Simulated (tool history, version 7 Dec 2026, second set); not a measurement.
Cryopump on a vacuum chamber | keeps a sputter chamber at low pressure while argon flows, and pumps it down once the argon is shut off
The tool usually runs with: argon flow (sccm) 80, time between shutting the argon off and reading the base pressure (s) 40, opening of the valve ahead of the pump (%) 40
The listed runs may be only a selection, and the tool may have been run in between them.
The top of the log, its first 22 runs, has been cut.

run	day	argon flow (sccm)	time between shutting the argon off and reading the base pressure (s)	opening of the valve ahead of the pump (%)	pressure while argon flows (Pa)	pressure after the wait (uPa)
23	11.817	103	40	26	0.6816	5.45
24	12.554	95	21	21	0.7823	8.06
25	13.062	95	21	21	0.7781	8.10
26	13.412	95	21	21	0.7756	8.00
27	14.079	95	37	17	0.9653	5.66
28	14.483	80	40	36	0.3859	5.54
29	15.038	74	21	40	0.3215	8.14
30	15.800	72	40	31	0.4043	5.65
31	16.425	72	40	31	0.4045	5.67
32	16.867	74	41	31	0.4154	5.64
33	17.675	74	41	31	0.4139	5.88

Consider 5 possible next runs. They are alternatives, not a sequence: every one starts from the tool as it was left by run 33. What does each give?
A	18.104	52	120	25	?	?
B	18.104	80	125	27	?	?
C	18.104	80	157	40	?	?
D	18.104	80	22	40	?	?
E	18.104	37	160	37	?	?

run	pressure while argon flows (Pa)	pressure after the wait (uPa)
A	0.3589	3.88
B	0.5145	3.82
C	0.3494	3.58
D	0.3464	7.95
E	0.1738	3.56
What these runs would have given with no unlogged condition in the tool:
run	pressure while argon flows (Pa)	pressure after the wait (uPa)
A	0.3536	1.27
B	0.5063	1.19
C	0.3412	1.00
D	0.3383	5.39
E	0.1701	0.98

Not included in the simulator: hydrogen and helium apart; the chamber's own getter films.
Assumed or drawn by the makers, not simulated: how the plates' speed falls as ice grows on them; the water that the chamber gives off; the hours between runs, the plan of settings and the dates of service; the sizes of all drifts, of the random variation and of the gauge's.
